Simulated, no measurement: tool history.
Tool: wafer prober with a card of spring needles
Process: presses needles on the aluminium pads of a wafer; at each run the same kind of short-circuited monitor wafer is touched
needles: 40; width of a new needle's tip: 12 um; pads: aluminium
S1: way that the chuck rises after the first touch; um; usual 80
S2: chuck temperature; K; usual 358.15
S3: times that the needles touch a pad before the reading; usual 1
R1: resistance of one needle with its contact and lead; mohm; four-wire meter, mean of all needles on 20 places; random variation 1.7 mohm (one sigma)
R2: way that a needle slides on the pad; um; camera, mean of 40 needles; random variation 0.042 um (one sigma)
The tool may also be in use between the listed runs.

run,hour,S1,S2,S3,R1,R2
1,0.0,80,358.15,1,177,17.14
# hour 6.6: tips cleaned on abrasive film
2,13.2,80,358.15,1,177,17.12
# hour 16.5: tips cleaned on abrasive film
3,22.2,80,358.15,1,176,17.08
# hour 26.1: tips cleaned on abrasive film
4,29.9,80,358.15,1,175,17.08
# hour 35.9: tips cleaned on abrasive film
# hour 45.9: tips cleaned on abrasive film
5,47.6,71,358.15,1,172,15.16
# hour 55.1: tips cleaned on abrasive film
6,56.9,71,311.15,1,165,15.11
# hour 64.3: tips cleaned on abrasive film
7,64.3,63,323.15,1,162,13.38
# hour 73.5: tips cleaned on abrasive film
8,75.6,77,334.15,2,166,16.40
# hour 83.6: tips cleaned on abrasive film
9,88.3,77,311.15,3,163,16.46
# hour 93.3: tips cleaned on abrasive film
10,99.0,76,316.15,2,167,16.12

Forecast each of these 5 alternatives for the next run:
# hour 102.5: tips cleaned on abrasive film
A,108.0,87,397.15,2,?,?
# hour 102.5: tips cleaned on abrasive film
B,108.0,67,318.15,2,?,?
# hour 102.5: tips cleaned on abrasive film
C,108.0,95,359.15,2,?,?
# hour 102.5: tips cleaned on abrasive film
D,108.0,68,329.15,1,?,?
# hour 102.5: tips cleaned on abrasive film
E,108.0,68,319.15,2,?,?

run,R1,R2
A,181,18.53
B,170,14.15
C,174,20.16
D,176,14.40
E,171,14.34
Without the tool's hidden state the same runs would have given:
run,R1,R2
A,177,18.81
B,162,14.42
C,169,20.44
D,164,14.67
E,163,14.61

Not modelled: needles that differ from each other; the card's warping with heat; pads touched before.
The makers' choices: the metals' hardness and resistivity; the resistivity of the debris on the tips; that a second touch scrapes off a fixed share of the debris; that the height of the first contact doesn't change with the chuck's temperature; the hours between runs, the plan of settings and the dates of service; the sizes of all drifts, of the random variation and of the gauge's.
